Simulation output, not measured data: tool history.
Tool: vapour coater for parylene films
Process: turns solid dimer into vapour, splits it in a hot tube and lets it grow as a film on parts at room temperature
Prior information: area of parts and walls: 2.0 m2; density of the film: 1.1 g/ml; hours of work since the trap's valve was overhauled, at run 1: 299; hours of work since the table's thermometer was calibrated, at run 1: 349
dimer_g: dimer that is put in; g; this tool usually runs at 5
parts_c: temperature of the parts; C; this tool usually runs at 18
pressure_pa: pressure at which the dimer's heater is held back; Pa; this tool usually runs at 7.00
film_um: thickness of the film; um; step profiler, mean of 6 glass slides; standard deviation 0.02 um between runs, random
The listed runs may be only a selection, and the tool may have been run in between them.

run   hour  dimer_g  parts_c  pressure_pa  hours of work since the trap's valve was overhauled  hours of work since the table's thermometer was calibrated  film_um
  1    0.0        5       18         7.00                                                  299                                                         349     1.26
  2   14.4        5       18         7.00                                                  307                                                         358     1.29
  3   29.9        5       18         7.00                                                  317                                                         367     1.30
  4   47.6        5       18         4.42                                                  327                                                         378     1.36
  5   63.8        5       18         2.20                                                  337                                                         388     1.54
  6   72.3        5       18         7.00                                                  342                                                         393     1.30
  7   88.1        5       18         7.00                                                  352                                                         403     1.29
  8   96.9        5       18         7.00                                                  357                                                         408     1.27
  9  110.9        5       18         9.20                                                  365                                                         416     1.24
     128.0  -- trap's valve overhauled
 10  129.0        5       18         3.58                                                    1                                                         425     1.52
 11  141.1        5       18         3.58                                                    8                                                         432     1.54
 12  156.2        5       18         3.87                                                   17                                                         441     1.51
 13  170.6        5       18         3.87                                                   26                                                         450     1.47
 14  187.0        2       18         7.00                                                   36                                                         460     0.55
 15  197.9        5       18         7.00                                                   42                                                         466     1.33
 16  207.8        5       18         7.00                                                   48                                                         472     1.35
 17  219.2        5       18         7.00                                                   55                                                         479     1.35
 18  235.6        5       18         7.00                                                   65                                                         489     1.32
 19  253.9        5       18         7.00                                                   76                                                         500     1.37
 20  267.7        5       18         7.00                                                   84                                                         509     1.35
 21  286.0        5       18         7.00                                                   95                                                         520     1.36
 22  295.4        5       18         7.00                                                  101                                                         525     1.33
 23  308.3        5       18         7.00                                                  109                                                         533     1.31
 24  317.9        5       18         7.00                                                  115                                                         539     1.34
 25  330.2        8       29         2.69                                                  122                                                         546     1.62
 26  341.3        8       29         2.69                                                  129                                                         553     1.62
 27  357.8        5       26         7.00                                                  139                                                         563     0.99
 28  375.8        5       26         7.00                                                  149                                                         574     1.00
 29  384.2        3       29        10.05                                                  155                                                         579     0.50
 30  394.6        5       24         6.06                                                  161                                                         585     1.07
 31  408.9        5       24         6.06                                                  169                                                         594     1.08
 32  421.6        3       11         2.09                                                  177                                                         601     1.24
 33  431.9        3       12         7.00                                                  183                                                         608     1.02
 34  450.9        6       10         5.56                                                  195                                                         619     2.24
 35  463.1        6       10         5.56                                                  202                                                         626     2.20
 36  479.9        6       10         5.56                                                  212                                                         636     2.22
 37  496.3        3       10         2.63                                                  222                                                         646     1.22
 38  514.1        3       10         2.63                                                  233                                                         657     1.19

What will run 39 give?
 39  530.7        3       14         9.28                                                  243                                                         667        ?

{"run 39": {"film_um": 0.87}}
With no hidden state in the tool, this same run would have given film_um 0.93 um.
